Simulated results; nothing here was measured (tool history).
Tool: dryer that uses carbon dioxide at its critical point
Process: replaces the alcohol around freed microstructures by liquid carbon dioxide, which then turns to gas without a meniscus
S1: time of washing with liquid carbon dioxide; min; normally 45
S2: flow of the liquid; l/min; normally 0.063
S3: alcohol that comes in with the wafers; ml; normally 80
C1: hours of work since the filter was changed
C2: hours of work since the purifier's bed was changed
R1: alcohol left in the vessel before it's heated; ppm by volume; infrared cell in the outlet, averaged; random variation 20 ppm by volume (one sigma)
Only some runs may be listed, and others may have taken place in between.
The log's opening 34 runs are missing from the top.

{"hour": 1329.4, "done": "inlet filter changed"}
{"run": 35, "hour": 1369.6, "S1": 51, "S2": 0.0732, "S3": 41, "C1": 16, "C2": 772, "R1": 276}
{"run": 36, "hour": 1412.9, "S1": 61, "S2": 0.0519, "S3": 24, "C1": 33, "C2": 790, "R1": 329}
{"run": 37, "hour": 1463.2, "S1": 61, "S2": 0.0519, "S3": 24, "C1": 54, "C2": 810, "R1": 331}
{"run": 38, "hour": 1519.5, "S1": 70, "S2": 0.0662, "S3": 33, "C1": 76, "C2": 832, "R1": 143}
{"run": 39, "hour": 1561.1, "S1": 70, "S2": 0.0662, "S3": 33, "C1": 93, "C2": 849, "R1": 148}
{"run": 40, "hour": 1614.0, "S1": 60, "S2": 0.063, "S3": 80, "C1": 114, "C2": 870, "R1": 427}
{"run": 41, "hour": 1644.1, "S1": 60, "S2": 0.063, "S3": 80, "C1": 126, "C2": 882, "R1": 422}
{"run": 42, "hour": 1675.1, "S1": 45, "S2": 0.0677, "S3": 32, "C1": 138, "C2": 895, "R1": 525}
{"run": 43, "hour": 1716.6, "S1": 30, "S2": 0.063, "S3": 80, "C1": 155, "C2": 911, "R1": 7219}
{"run": 44, "hour": 1743.1, "S1": 70, "S2": 0.0574, "S3": 22, "C1": 166, "C2": 922, "R1": 194}
{"run": 45, "hour": 1789.6, "S1": 70, "S2": 0.0574, "S3": 22, "C1": 184, "C2": 941, "R1": 184}
{"hour": 1839.0, "done": "purifier's bed changed"}
{"run": 46, "hour": 1840.1, "S1": 70, "S2": 0.0574, "S3": 22, "C1": 203, "C2": 0, "R1": 63}

Forecast each of these 3 alternatives for the next run:
{"run": "A", "hour": 1897.6, "S1": 64, "S2": 0.0574, "S3": 22, "C1": 226, "C2": 23, "R1": "?"}
{"run": "B", "hour": 1897.6, "S1": 36, "S2": 0.0635, "S3": 36, "C1": 226, "C2": 23, "R1": "?"}
{"run": "C", "hour": 1897.6, "S1": 70, "S2": 0.0419, "S3": 118, "C1": 226, "C2": 23, "R1": "?"}

run=A R1=107
run=B R1=1682
run=C R1=1720
The same runs, with their run-to-run variation unchanged, on a tool lacking any hidden condition would have given:
run=A R1=84
run=B R1=1491
run=C R1=1469
